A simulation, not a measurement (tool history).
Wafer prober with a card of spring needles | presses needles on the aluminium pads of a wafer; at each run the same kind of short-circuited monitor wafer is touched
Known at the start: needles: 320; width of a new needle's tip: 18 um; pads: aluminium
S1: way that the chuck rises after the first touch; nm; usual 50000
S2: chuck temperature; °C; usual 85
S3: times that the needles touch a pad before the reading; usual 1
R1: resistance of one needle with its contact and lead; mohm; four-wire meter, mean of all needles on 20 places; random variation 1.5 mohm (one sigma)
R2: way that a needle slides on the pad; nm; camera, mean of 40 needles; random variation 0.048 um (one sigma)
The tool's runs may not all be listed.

Run 1, hour 0.0: usual settings. Result: R1 143 mohm, R2 13090 nm.
At hour 6.9: tips cleaned on abrasive film.
At hour 16.2: tips cleaned on abrasive film.
At hour 27.6: tips cleaned on abrasive film.
Run 2, hour 35.9: usual settings but S1 42000 nm. Result: R1 146 mohm, R2 10940 nm.
At hour 38.3: tips cleaned on abrasive film.
At hour 49.8: tips cleaned on abrasive film.
At hour 61.3: tips cleaned on abrasive film.
Run 3, hour 68.7: usual settings but S1 42000 nm. Result: R1 148 mohm, R2 11010 nm.
At hour 71.1: tips cleaned on abrasive film.
At hour 82.6: tips cleaned on abrasive film.
At hour 94.1: tips cleaned on abrasive film.
At hour 105.6: tips cleaned on abrasive film.
At hour 114.8: tips cleaned on abrasive film.
At hour 124.0: tips cleaned on abrasive film.
At hour 126.6: height of the first contact set anew.
At hour 134.0: tips cleaned on abrasive film.
Run 4, hour 134.0: usual settings but S2 33 °C. Result: R1 133 mohm, R2 13050 nm.
At hour 145.5: tips cleaned on abrasive film.
At hour 157.0: tips cleaned on abrasive film.
At hour 168.5: tips cleaned on abrasive film.
At hour 177.7: tips cleaned on abrasive film.
At hour 189.2: tips cleaned on abrasive film.
Run 5, hour 189.2: usual settings but S2 33 °C. Result: R1 133 mohm, R2 13060 nm.
At hour 200.7: tips cleaned on abrasive film.
At hour 212.2: tips cleaned on abrasive film.
At hour 223.7: tips cleaned on abrasive film.
At hour 235.2: tips cleaned on abrasive film.
Run 6, hour 235.3: usual settings but S1 62000 nm. Result: R1 134 mohm, R2 16110 nm.
At hour 244.5: tips cleaned on abrasive film.
At hour 256.0: tips cleaned on abrasive film.
At hour 267.5: tips cleaned on abrasive film.
At hour 276.7: tips cleaned on abrasive film.
Run 7, hour 279.7: usual settings but S1 62000 nm. Result: R1 141 mohm, R2 16180 nm.
At hour 286.6: tips cleaned on abrasive film.
At hour 298.1: tips cleaned on abrasive film.
At hour 309.6: tips cleaned on abrasive film.
Run 8, hour 312.7: usual settings. Result: R1 145 mohm, R2 13040 nm.
At hour 319.6: tips cleaned on abrasive film.
At hour 331.1: tips cleaned on abrasive film.
At hour 342.6: tips cleaned on abrasive film.
At hour 354.1: tips cleaned on abrasive film.
Run 9, hour 355.3: usual settings. Result: R1 142 mohm, R2 13010 nm.
At hour 357.9: height of the first contact set anew.
At hour 364.8: tips cleaned on abrasive film.
At hour 376.3: tips cleaned on abrasive film.
At hour 387.8: tips cleaned on abrasive film.
At hour 399.3: tips cleaned on abrasive film.
At hour 408.5: tips cleaned on abrasive film.
Run 10, hour 416.6: usual settings. Result: R1 142 mohm, R2 13000 nm.
At hour 419.0: tips cleaned on abrasive film.
At hour 428.2: tips cleaned on abrasive film.
At hour 439.7: tips cleaned on abrasive film.
At hour 451.2: tips cleaned on abrasive film.
At hour 460.4: tips cleaned on abrasive film.
At hour 469.6: tips cleaned on abrasive film.
Run 11, hour 474.5: usual settings. Result: R1 142 mohm, R2 13050 nm.
At hour 479.2: tips cleaned on abrasive film.
At hour 490.7: tips cleaned on abrasive film.
At hour 502.2: tips cleaned on abrasive film.
At hour 511.4: tips cleaned on abrasive film.
At hour 522.9: tips cleaned on abrasive film.
Run 12, hour 531.8: usual settings. Result: R1 143 mohm, R2 13030 nm.
At hour 534.2: tips cleaned on abrasive film.
At hour 545.7: tips cleaned on abrasive film.
At hour 557.2: tips cleaned on abrasive film.
Run 13, hour 559.3: usual settings but S2 38 °C. Result: R1 134 mohm, R2 13040 nm.
At hour 568.6: tips cleaned on abrasive film.
At hour 577.8: tips cleaned on abrasive film.
At hour 589.3: tips cleaned on abrasive film.
At hour 589.6: height of the first contact set anew.
At hour 598.8: tips cleaned on abrasive film.
At hour 610.3: tips cleaned on abrasive film.
Run 14, hour 615.2: usual settings but S1 54000 nm, S2 82 °C. Result: R1 139 mohm, R2 14070 nm.
At hour 619.8: tips cleaned on abrasive film.
At hour 629.0: tips cleaned on abrasive film.
At hour 640.5: tips cleaned on abrasive film.
At hour 651.9: tips cleaned on abrasive film.
Run 15, hour 651.9: usual settings but S1 45000 nm, S2 95 °C. Result: R1 147 mohm, R2 11800 nm.
At hour 663.4: tips cleaned on abrasive film.
At hour 674.9: tips cleaned on abrasive film.
Run 16, hour 680.8: usual settings but S1 45000 nm, S2 95 °C. Result: R1 147 mohm, R2 11810 nm.
At hour 685.5: tips cleaned on abrasive film.
At hour 697.0: tips cleaned on abrasive film.
At hour 708.5: tips cleaned on abrasive film.
At hour 717.7: tips cleaned on abrasive film.
Run 17, hour 722.6: usual settings but S1 69000 nm, S2 95 °C. Result: R1 138 mohm, R2 18000 nm.
At hour 727.2: tips cleaned on abrasive film.
At hour 738.7: tips cleaned on abrasive film.
At hour 748.0: tips cleaned on abrasive film.
At hour 757.2: tips cleaned on abrasive film.
At hour 768.7: tips cleaned on abrasive film.
At hour 779.6: tips cleaned on abrasive film.
Run 18, hour 779.6: usual settings but S1 41000 nm, S2 56 °C. Result: R1 144 mohm, R2 10670 nm.
At hour 791.1: tips cleaned on abrasive film.
At hour 800.3: tips cleaned on abrasive film.
At hour 811.8: tips cleaned on abrasive film.
Run 19, hour 814.9: usual settings but S1 41000 nm, S2 56 °C. Result: R1 142 mohm, R2 10650 nm.
At hour 821.9: tips cleaned on abrasive film.
At hour 822.2: height of the first contact set anew.
At hour 833.7: tips cleaned on abrasive film.
At hour 843.3: tips cleaned on abrasive film.
Run 20, hour 843.3: usual settings but S1 41000 nm, S2 57 °C. Result: R1 143 mohm, R2 10770 nm.

Forecast run 21:
At hour 854.8: tips cleaned on abrasive film.
At hour 864.0: tips cleaned on abrasive film.
At hour 875.5: tips cleaned on abrasive film.
At hour 884.7: tips cleaned on abrasive film.
At hour 896.2: tips cleaned on abrasive film.
Run 21, hour 899.7: usual settings but S1 41000 nm, S2 57 °C. Result: R1 ?, R2 ?.

{"run 21": {"R1": 146, "R2": 10680}}
Without the tool's hidden state the same run would have given R1 146 mohm, R2 10680 nm.

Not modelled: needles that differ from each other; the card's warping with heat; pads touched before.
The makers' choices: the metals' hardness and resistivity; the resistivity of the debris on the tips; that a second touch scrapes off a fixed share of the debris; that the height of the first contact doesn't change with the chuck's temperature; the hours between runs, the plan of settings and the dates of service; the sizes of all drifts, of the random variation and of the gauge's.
